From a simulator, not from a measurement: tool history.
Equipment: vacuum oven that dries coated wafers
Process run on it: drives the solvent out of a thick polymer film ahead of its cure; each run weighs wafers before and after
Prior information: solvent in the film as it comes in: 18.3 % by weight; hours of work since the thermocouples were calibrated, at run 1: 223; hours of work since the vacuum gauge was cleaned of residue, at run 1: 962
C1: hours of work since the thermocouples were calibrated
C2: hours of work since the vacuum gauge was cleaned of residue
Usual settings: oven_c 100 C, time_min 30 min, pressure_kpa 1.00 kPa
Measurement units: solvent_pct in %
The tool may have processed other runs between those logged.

Run 1, hour 0.0: usual settings; C1 223; C2 962. Result: solvent_pct 4.20 %.
Run 2, hour 20.8: usual settings; C1 237; C2 976. Result: solvent_pct 4.34 %.
Run 3, hour 40.9: usual settings; C1 250; C2 989. Result: solvent_pct 4.27 %.
Run 4, hour 80.8: usual settings; C1 276; C2 1016. Result: solvent_pct 4.27 %.
Run 5, hour 121.3: usual settings; C1 303; C2 1042. Result: solvent_pct 4.33 %.
Run 6, hour 162.1: usual settings but pressure_kpa 3.32 kPa; C1 329; C2 1069. Result: solvent_pct 7.23 %.
Run 7, hour 200.3: usual settings but pressure_kpa 3.32 kPa; C1 355; C2 1094. Result: solvent_pct 7.13 %.
Run 8, hour 228.5: usual settings; C1 373; C2 1113. Result: solvent_pct 4.20 %.
Run 9, hour 253.5: usual settings; C1 390; C2 1129. Result: solvent_pct 4.24 %.
Run 10, hour 297.6: usual settings; C1 419; C2 1158. Result: solvent_pct 4.26 %.
Run 11, hour 333.2: usual settings; C1 442; C2 1181. Result: solvent_pct 4.29 %.
Run 12, hour 361.3: usual settings; C1 460; C2 1200. Result: solvent_pct 4.22 %.
Run 13, hour 408.5: usual settings; C1 491; C2 1231. Result: solvent_pct 4.16 %.
Run 14, hour 442.2: usual settings but time_min 25 min; C1 514; C2 1253. Result: solvent_pct 5.11 %.
Run 15, hour 466.5: usual settings but time_min 25 min; C1 530; C2 1269. Result: solvent_pct 5.01 %.
Run 16, hour 515.0: usual settings but time_min 25 min; C1 561; C2 1301. Result: solvent_pct 5.10 %.
Run 17, hour 561.9: usual settings but time_min 25 min; C1 592; C2 1332. Result: solvent_pct 5.00 %.
Run 18, hour 597.2: usual settings; C1 615; C2 1355. Result: solvent_pct 4.35 %.
Run 19, hour 645.7: usual settings but oven_c 112 C, time_min 16 min, pressure_kpa 1.74 kPa; C1 647; C2 1387. Result: solvent_pct 4.78 %.
Run 20, hour 669.5: usual settings but oven_c 98 C, time_min 39 min, pressure_kpa 1.25 kPa; C1 663; C2 1402. Result: solvent_pct 4.08 %.
Run 21, hour 703.2: usual settings but oven_c 95 C, time_min 45 min; C1 685; C2 1425. Result: solvent_pct 3.96 %.
Run 22, hour 736.5: usual settings but oven_c 96 C, time_min 48 min; C1 707; C2 1446. Result: solvent_pct 3.52 %.
Run 23, hour 767.8: usual settings but oven_c 87 C, pressure_kpa 0.51 kPa; C1 727; C2 1467. Result: solvent_pct 6.98 %.
At hour 777.5: oven's thermocouples calibrated.
Run 24, hour 795.4: usual settings but oven_c 87 C, pressure_kpa 0.51 kPa; C1 12; C2 1484. Result: solvent_pct 7.29 %.
Run 25, hour 837.5: usual settings but oven_c 102 C, time_min 16 min, pressure_kpa 2.68 kPa; C1 39; C2 1511. Result: solvent_pct 8.52 %.
Run 26, hour 878.3: usual settings but time_min 26 min, pressure_kpa 0.61 kPa; C1 66; C2 1538. Result: solvent_pct 4.49 %.
Run 27, hour 899.8: usual settings but time_min 26 min, pressure_kpa 0.61 kPa; C1 80; C2 1552. Result: solvent_pct 4.59 %.
Run 28, hour 928.1: usual settings but oven_c 112 C, pressure_kpa 0.60 kPa; C1 99; C2 1571. Result: solvent_pct 1.73 %.
Run 29, hour 948.3: usual settings but time_min 33 min, pressure_kpa 0.85 kPa; C1 112; C2 1584. Result: solvent_pct 3.88 %.
Run 30, hour 984.2: usual settings but oven_c 108 C, time_min 33 min, pressure_kpa 0.66 kPa; C1 136; C2 1608. Result: solvent_pct 2.16 %.
Run 31, hour 1008.0: usual settings but oven_c 87 C; C1 151; C2 1624. Result: solvent_pct 7.93 %.
Run 32, hour 1041.4: usual settings but oven_c 85 C, time_min 45 min, pressure_kpa 1.01 kPa; C1 173; C2 1645. Result: solvent_pct 6.87 %.
Run 33, hour 1065.5: usual settings but oven_c 85 C, time_min 45 min, pressure_kpa 1.01 kPa; C1 189; C2 1661. Result: solvent_pct 7.01 %.
Run 34, hour 1107.5: usual settings but oven_c 85 C, time_min 45 min, pressure_kpa 1.01 kPa; C1 217; C2 1689. Result: solvent_pct 6.87 %.
Run 35, hour 1132.6: usual settings but oven_c 90 C, time_min 27 min, pressure_kpa 1.06 kPa; C1 233; C2 1705. Result: solvent_pct 7.68 %.
Run 36, hour 1175.4: usual settings but oven_c 90 C, time_min 27 min, pressure_kpa 1.06 kPa; C1 261; C2 1734. Result: solvent_pct 7.73 %.

Consider 4 possible next runs. They are alternatives, not a sequence: every one starts from the tool as it was left by run 36. What does each give?
Run A, hour 1201.6: usual settings but oven_c 93 C, time_min 18 min, pressure_kpa 1.12 kPa; C1 279; C2 1751. Result: solvent_pct ?.
Run B, hour 1201.6: usual settings but oven_c 90 C, time_min 17 min; C1 279; C2 1751. Result: solvent_pct ?.
Run C, hour 1201.6: usual settings but oven_c 106 C, time_min 31 min, pressure_kpa 1.06 kPa; C1 279; C2 1751. Result: solvent_pct ?.
Run D, hour 1201.6: usual settings but oven_c 109 C, pressure_kpa 2.79 kPa; C1 279; C2 1751. Result: solvent_pct ?.

run  solvent_pct
  A         8.84
  B         9.71
  C         3.13
  D         4.50
With the hidden condition removed and each run's random variation left untouched, the same runs would have given:
run  solvent_pct
  A         8.50
  B         9.36
  C         2.79
  D         4.20

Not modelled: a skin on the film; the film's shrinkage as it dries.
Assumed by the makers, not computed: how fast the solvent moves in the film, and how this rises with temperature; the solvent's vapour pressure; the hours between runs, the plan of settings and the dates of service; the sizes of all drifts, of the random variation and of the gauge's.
